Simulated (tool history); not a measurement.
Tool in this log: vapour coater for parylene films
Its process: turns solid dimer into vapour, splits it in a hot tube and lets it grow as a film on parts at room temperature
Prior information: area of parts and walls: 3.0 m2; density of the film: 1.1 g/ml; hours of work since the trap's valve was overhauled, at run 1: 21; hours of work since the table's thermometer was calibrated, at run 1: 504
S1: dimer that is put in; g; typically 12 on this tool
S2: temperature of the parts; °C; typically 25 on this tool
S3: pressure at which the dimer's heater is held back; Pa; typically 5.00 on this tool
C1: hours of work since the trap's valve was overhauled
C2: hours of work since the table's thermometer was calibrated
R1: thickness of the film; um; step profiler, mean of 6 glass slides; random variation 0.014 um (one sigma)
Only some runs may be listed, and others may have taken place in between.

run	day	S1	S2	S3	C1	C2	R1
1	0.000	12	25	5.00	21	504	1.82
2	1.483	12	25	5.00	50	532	1.81
3	3.833	12	25	5.00	95	577	1.77
4	6.321	9	25	5.00	142	625	1.29
5	7.721	9	25	5.00	169	652	1.28
6	9.529	9	25	5.00	204	686	1.29
# day 10.504: trap's valve overhauled
7	12.829	9	25	5.00	45	746	1.22
8	15.962	9	25	5.00	105	806	1.17
9	19.167	9	21	5.00	166	868	1.23
# day 22.138: trap's valve overhauled
10	22.425	7	27	9.09	6	927	0.94
11	24.804	7	27	9.09	51	973	0.91
12	27.396	7	27	9.09	101	1022	0.90
# day 30.492: trap's valve overhauled, once more
13	30.704	12	23	5.00	4	1082	1.88
14	32.292	6	31	8.15	34	1113	0.78
15	34.792	6	31	8.15	82	1161	0.76
16	37.462	11	28	6.22	133	1212	1.46
17	40.079	12	29	5.40	184	1262	1.59

Each run again, without the hidden state but with its own random variation kept:
The tool's hidden condition here consists of: vapour lost through the trap's worn valve, %; true temperature of the parts over the reading, C; drift of the gauge itself on film_um, %.
run	R1
1	1.82
2	1.82
3	1.81
4	1.34
5	1.34
6	1.37
7	1.37
8	1.35
9	1.45
10	0.94
11	0.92
12	0.93
13	1.85
14	0.78
15	0.77
16	1.51
17	1.67

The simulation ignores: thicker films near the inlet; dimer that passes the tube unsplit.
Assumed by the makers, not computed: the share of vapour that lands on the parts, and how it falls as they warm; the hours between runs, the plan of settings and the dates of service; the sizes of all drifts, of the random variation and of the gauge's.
